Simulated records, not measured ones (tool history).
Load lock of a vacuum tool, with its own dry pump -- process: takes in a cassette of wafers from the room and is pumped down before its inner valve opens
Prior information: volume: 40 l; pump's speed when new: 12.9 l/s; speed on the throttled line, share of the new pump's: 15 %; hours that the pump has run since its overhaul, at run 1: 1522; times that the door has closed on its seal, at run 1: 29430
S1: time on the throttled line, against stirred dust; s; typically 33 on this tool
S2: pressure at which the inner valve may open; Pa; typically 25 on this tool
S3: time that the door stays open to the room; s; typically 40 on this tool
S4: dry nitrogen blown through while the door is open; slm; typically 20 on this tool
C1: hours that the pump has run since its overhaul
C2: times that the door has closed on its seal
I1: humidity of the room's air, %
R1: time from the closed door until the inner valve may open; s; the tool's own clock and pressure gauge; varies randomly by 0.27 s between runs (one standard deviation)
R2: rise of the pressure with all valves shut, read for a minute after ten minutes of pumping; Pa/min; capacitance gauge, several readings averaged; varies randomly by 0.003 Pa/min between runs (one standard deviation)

run 1 hour=0.0 | S1=33 S2=25 S3=40 S4=20 | C1=1522 C2=29430 | I1=46.5 | R1=54.4 R2=0.098
run 2 hour=104.8 | S1=33 S2=25 S3=40 S4=20 | C1=1627 C2=29880 | I1=44.3 | R1=55.2 R2=0.099
run 3 hour=167.6 | S1=33 S2=25 S3=40 S4=20 | C1=1689 C2=30150 | I1=48.3 | R1=55.2 R2=0.105
run 4 hour=221.0 | S1=33 S2=25 S3=40 S4=20 | C1=1743 C2=30379 | I1=45.5 | R1=54.9 R2=0.107
run 5 hour=316.9 | S1=33 S2=25 S3=40 S4=20 | C1=1839 C2=30791 | I1=46.8 | R1=55.2 R2=0.107
run 6 hour=409.6 | S1=33 S2=25 S3=40 S4=20 | C1=1931 C2=31189 | I1=44.2 | R1=55.6 R2=0.114
run 7 hour=478.0 | S1=33 S2=25 S3=40 S4=20 | C1=2000 C2=31483 | I1=45.1 | R1=54.6 R2=0.107
run 8 hour=549.9 | S1=33 S2=25 S3=40 S4=20 | C1=2072 C2=31792 | I1=44.9 | R1=55.0 R2=0.106
run 9 hour=615.7 | S1=43 S2=24 S3=26 S4=20 | C1=2138 C2=32075 | I1=47.9 | R1=63.6 R2=0.110
run 10 hour=703.5 | S1=33 S2=36 S3=40 S4=18 | C1=2225 C2=32452 | I1=48.3 | R1=54.0 R2=0.108
run 11 hour=797.3 | S1=33 S2=38 S3=40 S4=18 | C1=2319 C2=32855 | I1=45.9 | R1=53.3 R2=0.111
run 12 hour=893.5 | S1=33 S2=38 S3=40 S4=18 | C1=2415 C2=33268 | I1=43.7 | R1=54.0 R2=0.120
run 13 hour=1019.4 | S1=33 S2=38 S3=40 S4=18 | C1=2541 C2=33809 | I1=44.7 | R1=53.6 R2=0.119
run 14 hour=1078.3 | S1=35 S2=38 S3=86 S4=14 | C1=2600 C2=34062 | I1=44.4 | R1=55.2 R2=0.131

Here are 5 independent what-if runs from the current tool condition. What would each one return?
run A hour=1142.2 | S1=33 S2=20 S3=40 S4=20 | C1=2664 C2=34337 | I1=41.9 | R1=? R2=?
run B hour=1142.2 | S1=35 S2=26 S3=86 S4=39 | C1=2664 C2=34337 | I1=44.3 | R1=? R2=?
run C hour=1142.2 | S1=29 S2=35 S3=40 S4=11 | C1=2664 C2=34337 | I1=47.6 | R1=? R2=?
run D hour=1142.2 | S1=66 S2=50 S3=40 S4=20 | C1=2664 C2=34337 | I1=45.7 | R1=? R2=?
run E hour=1142.2 | S1=33 S2=21 S3=86 S4=26 | C1=2664 C2=34337 | I1=45.7 | R1=? R2=?

run=A R1=56.3 R2=0.121
run=B R1=57.0 R2=0.116
run=C R1=51.1 R2=0.129
run=D R1=80.1 R2=0.127
run=E R1=55.7 R2=0.121
With no hidden state in the tool, these same runs would have given:
run=A R1=54.9 R2=0.018
run=B R1=55.7 R2=0.012
run=C R1=49.8 R2=0.026
run=D R1=79.2 R2=0.022
run=E R1=54.4 R2=0.018
